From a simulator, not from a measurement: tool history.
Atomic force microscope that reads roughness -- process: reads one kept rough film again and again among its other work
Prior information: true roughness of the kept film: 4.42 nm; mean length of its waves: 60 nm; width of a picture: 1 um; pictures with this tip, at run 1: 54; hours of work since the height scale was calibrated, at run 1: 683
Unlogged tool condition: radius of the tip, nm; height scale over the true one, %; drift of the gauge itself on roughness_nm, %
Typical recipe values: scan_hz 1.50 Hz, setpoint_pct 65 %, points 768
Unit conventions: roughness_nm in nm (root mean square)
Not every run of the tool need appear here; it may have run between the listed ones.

run    hour  scan_hz  setpoint_pct  points  pictures with this tip  hours of work since the height scale was calibrated  roughness_nm
  1     0.0     1.50            65     768                      54                                                  683         4.120
  2    76.4     3.82            65     768                     164                                                  723         3.802
       95.3  -- new tip fitted
  3   132.0     0.59            65     768                      53                                                  753         4.158
  4   217.4     0.59            65     768                     176                                                  798         3.957
      225.1  -- new tip fitted
  5   255.9     0.59            65     768                      44                                                  818         4.184
  6   320.9     0.59            65     768                     138                                                  853         4.012
      358.3  -- new tip fitted
  7   406.4     1.50            74     768                      69                                                  898         4.022
  8   455.4     1.50            74     768                     140                                                  924         3.890
      488.7  -- new tip fitted
  9   502.7     1.50            74     768                      20                                                  949         4.083
 10   545.6     1.50            65     768                      82                                                  971         4.045
 11   606.0     1.50            65     768                     169                                                 1003         3.909
      625.8  -- new tip fitted
 12   676.2     1.50            65     768                      73                                                 1040         4.084
 13   721.1     1.50            86     768                     138                                                 1064         3.787
      757.2  -- new tip fitted
 14   794.5     1.50            86     768                      54                                                 1103         3.911
 15   835.9     1.50            86     768                     113                                                 1125         3.800
      890.5  -- new tip fitted
 16   895.7     1.50            86     768                       8                                                 1156         3.977
 17   961.5     1.50            86     768                     103                                                 1191         3.830
 18  1002.9     1.50            86     768                     162                                                 1213         3.711
     1025.5  -- new tip fitted
 19  1076.4     1.50            86     768                      74                                                 1252         3.852
     1084.3  -- height scale calibrated on a step standard
 20  1125.0     1.50            65     768                     142                                                   22         3.954
     1157.7  -- new tip fitted
 21  1206.2     1.50            65     768                      69                                                   64         4.062
 22  1286.0     1.50            65     453                     185                                                  107         3.832
     1291.5  -- new tip fitted
 23  1342.0     1.50            65     453                      72                                                  136         4.047
     1378.6  -- height scale calibrated on a step standard, once more
 24  1387.1     1.50            65     453                     136                                                    4         3.992
     1423.9  -- new tip fitted
 25  1426.8     1.50            65     453                       5                                                   25         4.186
 26  1512.9     1.26            73     333                     129                                                   71         3.915
     1558.8  -- new tip fitted
 27  1600.8     1.26            73     333                      61                                                  117         4.048
 28  1669.2     1.48            60     264                     159                                                  154         3.934
     1690.9  -- new tip fitted
 29  1757.0     1.48            60     264                      95                                                  200         4.088
     1822.8  -- new tip fitted
 30  1827.2     1.73            62     267                       6                                                  237         4.162
 31  1872.4     1.99            88     658                      72                                                  261         3.767
 32  1913.1     1.97            62     768                     130                                                  283         3.976
     1959.4  -- new tip fitted
 33  1971.7     0.63            60     768                      18                                                  313         4.236
 34  2011.2     0.63            60     768                      75                                                  334         4.132
 35  2080.1     0.63            60     768                     174                                                  371         3.969
     2091.5  -- new tip fitted
 36  2134.5     3.13            66     768                      62                                                  400         3.978
 37  2201.3     3.13            87     458                     158                                                  435         3.480
     2225.2  -- new tip fitted
 38  2263.2     1.44            67     484                      55                                                  468         4.137
 39  2351.0     2.39            76     927                     181                                                  514         3.717
     2358.8  -- new tip fitted
 40  2421.7     2.39            76     927                      91                                                  552         3.864
 41  2474.3     0.70            86     768                     166                                                  579         3.911
     2490.5  -- new tip fitted
 42  2563.1     0.70            86     768                     105                                                  626         3.990
     2623.4  -- new tip fitted
 43  2635.9     0.65            69     314                      18                                                  665         4.204
 44  2713.9     0.65            69     314                     130                                                  706         4.016
     2756.6  -- new tip fitted
 45  2761.7     0.55            90     768                       7                                                  731         4.138
 46  2821.2     0.55            90     768                      93                                                  763         3.999
 47  2871.0     0.55            90     768                     165                                                  789         3.887
     2893.7  -- new tip fitted
 48  2946.0     0.55            90     768                      75                                                  829         4.028
 49  3009.3     1.50            71     453                     167                                                  862         3.882
     3025.5  -- new tip fitted
 50  3057.8     2.54            55     388                      47                                                  888         4.112

Results for each run, recomputed without the tool's hidden state and with each run's random variation untouched:
run  roughness_nm
  1         4.221
  2         4.080
  3         4.275
  4         4.274
  5         4.283
  6         4.262
  7         4.164
  8         4.148
  9         4.145
 10         4.201
 11         4.211
 12         4.245
 13         4.035
 14         4.043
 15         4.031
 16         4.035
 17         4.024
 18         3.999
 19         4.002
 20         4.234
 21         4.253
 22         4.202
 23         4.229
 24         4.214
 25         4.199
 26         4.131
 27         4.156
 28         4.212
 29         4.253
 30         4.193
 31         3.890
 32         4.202
 33         4.289
 34         4.285
 35         4.277
 36         4.101
 37         3.728
 38         4.250
 39         4.011
 40         4.015
 41         4.194
 42         4.172
 43         4.260
 44         4.256
 45         4.190
 46         4.198
 47         4.196
 48         4.188
 49         4.181
 50         4.228
